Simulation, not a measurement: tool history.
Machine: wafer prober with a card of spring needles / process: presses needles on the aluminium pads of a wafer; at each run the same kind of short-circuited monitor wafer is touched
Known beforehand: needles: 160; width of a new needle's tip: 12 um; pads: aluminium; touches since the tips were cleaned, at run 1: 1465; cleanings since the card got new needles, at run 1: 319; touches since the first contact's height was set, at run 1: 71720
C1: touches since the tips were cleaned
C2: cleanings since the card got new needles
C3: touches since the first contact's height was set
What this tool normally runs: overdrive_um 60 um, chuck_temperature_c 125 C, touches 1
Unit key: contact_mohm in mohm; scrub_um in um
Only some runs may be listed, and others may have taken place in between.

run 1 hour=0 | overdrive_um=60 chuck_temperature_c=125 touches=1 | C1=1465 C2=319 C3=71720 | contact_mohm=239 scrub_um=14.45
-- hour=1.1 tips cleaned on abrasive film
-- hour=6.3 tips cleaned on abrasive film
-- hour=11.5 tips cleaned on abrasive film
-- hour=15.7 tips cleaned on abrasive film
-- hour=20.9 tips cleaned on abrasive film
-- hour=26 tips cleaned on abrasive film
-- hour=31.2 tips cleaned on abrasive film
run 2 hour=32.8 | overdrive_um=60 chuck_temperature_c=125 touches=1 | C1=606 C2=326 C3=84510 | contact_mohm=236 scrub_um=14.52
-- hour=35.9 tips cleaned on abrasive film
-- hour=40.1 tips cleaned on abrasive film
-- hour=45.3 tips cleaned on abrasive film
-- hour=49.4 tips cleaned on abrasive film
run 3 hour=53 | overdrive_um=67 chuck_temperature_c=125 touches=1 | C1=1419 C2=330 C3=92427 | contact_mohm=233 scrub_um=16.25
-- hour=54.1 tips cleaned on abrasive film
-- hour=59.3 tips cleaned on abrasive film
-- hour=64.5 tips cleaned on abrasive film
-- hour=69.7 tips cleaned on abrasive film
-- hour=74.3 tips cleaned on abrasive film
run 4 hour=74.3 | overdrive_um=67 chuck_temperature_c=125 touches=1 | C1=0 C2=335 C3=100734 | contact_mohm=232 scrub_um=16.17
-- hour=79.5 tips cleaned on abrasive film
-- hour=83.7 tips cleaned on abrasive film
-- hour=88.9 tips cleaned on abrasive film
-- hour=94.1 tips cleaned on abrasive film
-- hour=95.4 height of the first contact set anew
run 5 hour=97.6 | overdrive_um=67 chuck_temperature_c=125 touches=1 | C1=1283 C2=339 C3=878 | contact_mohm=234 scrub_um=16.24
-- hour=98.7 tips cleaned on abrasive film
-- hour=103.9 tips cleaned on abrasive film
-- hour=109.1 tips cleaned on abrasive film
-- hour=113.9 tips cleaned on abrasive film
run 6 hour=113.9 | overdrive_um=67 chuck_temperature_c=125 touches=1 | C1=0 C2=343 C3=7243 | contact_mohm=232 scrub_um=16.35
-- hour=119.1 tips cleaned on abrasive film
-- hour=124.3 tips cleaned on abrasive film
-- hour=129.5 tips cleaned on abrasive film
-- hour=133.7 tips cleaned on abrasive film
-- hour=138.9 tips cleaned on abrasive film
-- hour=143 tips cleaned on abrasive film
-- hour=148.2 tips cleaned on abrasive film
-- hour=152.4 tips cleaned on abrasive film
run 7 hour=152.9 | overdrive_um=60 chuck_temperature_c=53 touches=1 | C1=196 C2=351 C3=22464 | contact_mohm=218 scrub_um=14.45
-- hour=157 tips cleaned on abrasive film
-- hour=161.2 tips cleaned on abrasive film
-- hour=166.4 tips cleaned on abrasive film
-- hour=171.6 tips cleaned on abrasive film
-- hour=175.8 tips cleaned on abrasive film
run 8 hour=175.8 | overdrive_um=60 chuck_temperature_c=53 touches=1 | C1=0 C2=356 C3=31402 | contact_mohm=219 scrub_um=14.68
-- hour=180.1 tips cleaned on abrasive film
-- hour=184.3 tips cleaned on abrasive film
-- hour=189.5 tips cleaned on abrasive film
-- hour=194.7 tips cleaned on abrasive film
-- hour=199.8 tips cleaned on abrasive film
-- hour=205 tips cleaned on abrasive film
-- hour=210.2 tips cleaned on abrasive film
run 9 hour=212.8 | overdrive_um=60 chuck_temperature_c=53 touches=1 | C1=1023 C2=363 C3=45888 | contact_mohm=221 scrub_um=14.51
-- hour=214.9 tips cleaned on abrasive film
-- hour=220.1 tips cleaned on abrasive film
-- hour=224.3 tips cleaned on abrasive film
-- hour=229.5 tips cleaned on abrasive film
-- hour=234.7 tips cleaned on abrasive film
run 10 hour=237.5 | overdrive_um=60 chuck_temperature_c=53 touches=1 | C1=1151 C2=368 C3=55566 | contact_mohm=216 scrub_um=14.6
-- hour=239.7 tips cleaned on abrasive film
-- hour=244.9 tips cleaned on abrasive film
-- hour=250.1 tips cleaned on abrasive film
-- hour=254.2 tips cleaned on abrasive film
-- hour=259.4 tips cleaned on abrasive film
run 11 hour=262.3 | overdrive_um=60 chuck_temperature_c=53 touches=1 | C1=1172 C2=373 C3=65266 | contact_mohm=221 scrub_um=14.62
-- hour=264.5 tips cleaned on abrasive film
-- hour=269.7 tips cleaned on abrasive film
-- hour=274.9 tips cleaned on abrasive film
-- hour=280 tips cleaned on abrasive film
run 12 hour=283.8 | overdrive_um=60 chuck_temperature_c=75 touches=1 | C1=1479 C2=377 C3=73648 | contact_mohm=226 scrub_um=14.69
-- hour=284.9 tips cleaned on abrasive film
-- hour=290.1 tips cleaned on abrasive film
-- hour=295.2 tips cleaned on abrasive film
-- hour=300.4 tips cleaned on abrasive film
run 13 hour=304.1 | overdrive_um=60 chuck_temperature_c=75 touches=1 | C1=1453 C2=381 C3=81598 | contact_mohm=223 scrub_um=14.66
-- hour=305.2 tips cleaned on abrasive film
-- hour=309.4 tips cleaned on abrasive film
-- hour=314.6 tips cleaned on abrasive film
-- hour=318.7 tips cleaned on abrasive film
run 14 hour=322 | overdrive_um=60 chuck_temperature_c=55 touches=1 | C1=1294 C2=385 C3=88578 | contact_mohm=219 scrub_um=14.54
-- hour=323.1 tips cleaned on abrasive film
-- hour=327.3 tips cleaned on abrasive film
-- hour=332.5 tips cleaned on abrasive film
-- hour=336.6 tips cleaned on abrasive film
-- hour=341.8 tips cleaned on abrasive film
run 15 hour=341.9 | overdrive_um=60 chuck_temperature_c=55 touches=1 | C1=51 C2=390 C3=96345 | contact_mohm=215 scrub_um=14.6
-- hour=346.1 tips cleaned on abrasive film
-- hour=350.3 tips cleaned on abrasive film
-- hour=355.5 tips cleaned on abrasive film
-- hour=360.7 tips cleaned on abrasive film
-- hour=365.9 tips cleaned on abrasive film
run 16 hour=366.3 | overdrive_um=47 chuck_temperature_c=101 touches=1 | C1=164 C2=395 C3=105853 | contact_mohm=236 scrub_um=11.53
-- hour=370.4 tips cleaned on abrasive film
-- hour=373.8 height of the first contact set anew
-- hour=374.9 tips cleaned on abrasive film
-- hour=380.1 tips cleaned on abrasive film
-- hour=385.3 tips cleaned on abrasive film
-- hour=390.5 tips cleaned on abrasive film
-- hour=395.7 tips cleaned on abrasive film
-- hour=407.7 card fitted with new needles
run 17 hour=408.5 | overdrive_um=47 chuck_temperature_c=101 touches=1 | C1=327 C2=0 C3=327 | contact_mohm=234 scrub_um=11.53
-- hour=412.7 tips cleaned on abrasive film
-- hour=416.8 tips cleaned on abrasive film
-- hour=422 tips cleaned on abrasive film
run 18 hour=425.6 | overdrive_um=47 chuck_temperature_c=101 touches=1 | C1=1408 C2=3 C3=7014 | contact_mohm=234 scrub_um=11.47
-- hour=426.7 tips cleaned on abrasive film
-- hour=431.9 tips cleaned on abrasive film
-- hour=437 tips cleaned on abrasive film
-- hour=442.2 tips cleaned on abrasive film
-- hour=446.4 tips cleaned on abrasive film
-- hour=451.6 tips cleaned on abrasive film
run 19 hour=452.9 | overdrive_um=47 chuck_temperature_c=48 touches=1 | C1=504 C2=9 C3=17670 | contact_mohm=224 scrub_um=11.59
-- hour=456 tips cleaned on abrasive film
-- hour=460.2 tips cleaned on abrasive film
-- hour=464.4 tips cleaned on abrasive film
-- hour=469.5 tips cleaned on abrasive film
-- hour=474.7 tips cleaned on abrasive film
-- hour=479.9 tips cleaned on abrasive film
-- hour=485.1 tips cleaned on abrasive film
-- hour=490.3 tips cleaned on abrasive film
run 20 hour=491.8 | overdrive_um=60 chuck_temperature_c=125 touches=1 | C1=589 C2=17 C3=32878 | contact_mohm=243 scrub_um=14.61
-- hour=494.9 tips cleaned on abrasive film
-- hour=500.1 tips cleaned on abrasive film
-- hour=504.3 tips cleaned on abrasive film
-- hour=509.5 tips cleaned on abrasive film
-- hour=513.7 tips cleaned on abrasive film
run 21 hour=517.1 | overdrive_um=54 chuck_temperature_c=104 touches=3 | C1=1362 C2=22 C3=42768 | contact_mohm=231 scrub_um=13.27
-- hour=518.2 tips cleaned on abrasive film
-- hour=522.4 tips cleaned on abrasive film
-- hour=527.5 tips cleaned on abrasive film
-- hour=531.7 tips cleaned on abrasive film
-- hour=536.9 tips cleaned on abrasive film
-- hour=542.1 tips cleaned on abrasive film
-- hour=547.3 tips cleaned on abrasive film
-- hour=552.5 tips cleaned on abrasive film
run 22 hour=552.7 | overdrive_um=54 chuck_temperature_c=104 touches=3 | C1=107 C2=30 C3=56683 | contact_mohm=234 scrub_um=13.22
-- hour=556.9 tips cleaned on abrasive film
-- hour=562.1 tips cleaned on abrasive film
-- hour=567.3 tips cleaned on abrasive film
-- hour=572.5 tips cleaned on abrasive film
-- hour=577.7 tips cleaned on abrasive film
-- hour=582.9 tips cleaned on abrasive film
run 23 hour=586 | overdrive_um=74 chuck_temperature_c=125 touches=1 | C1=1261 C2=36 C3=69720 | contact_mohm=234 scrub_um=18.2

Results for each run, recomputed without the tool's hidden state and with each run's random variation untouched:
Unlogged tool condition in this case: debris on the tips, nm; way that the needles fall short of the set height, um; tips' diameter, um; drift of the gauge itself on contact_mohm, %; drift of the gauge itself on scrub_um, %.
run=1 scrub_um=14.46
run=2 scrub_um=14.52
run=3 scrub_um=16.25
run=4 scrub_um=16.15
run=5 scrub_um=16.2
run=6 scrub_um=16.31
run=7 scrub_um=14.41
run=8 scrub_um=14.62
run=9 scrub_um=14.44
run=10 scrub_um=14.52
run=11 scrub_um=14.54
run=12 scrub_um=14.6
run=13 scrub_um=14.57
run=14 scrub_um=14.44
run=15 scrub_um=14.5
run=16 scrub_um=11.45
run=17 scrub_um=11.42
run=18 scrub_um=11.36
run=19 scrub_um=11.47
run=20 scrub_um=14.45
run=21 scrub_um=13.13
run=22 scrub_um=13.07
run=23 scrub_um=17.97
For contact_mohm, the value without the hidden state is never more than 1 mohm from the measured value.
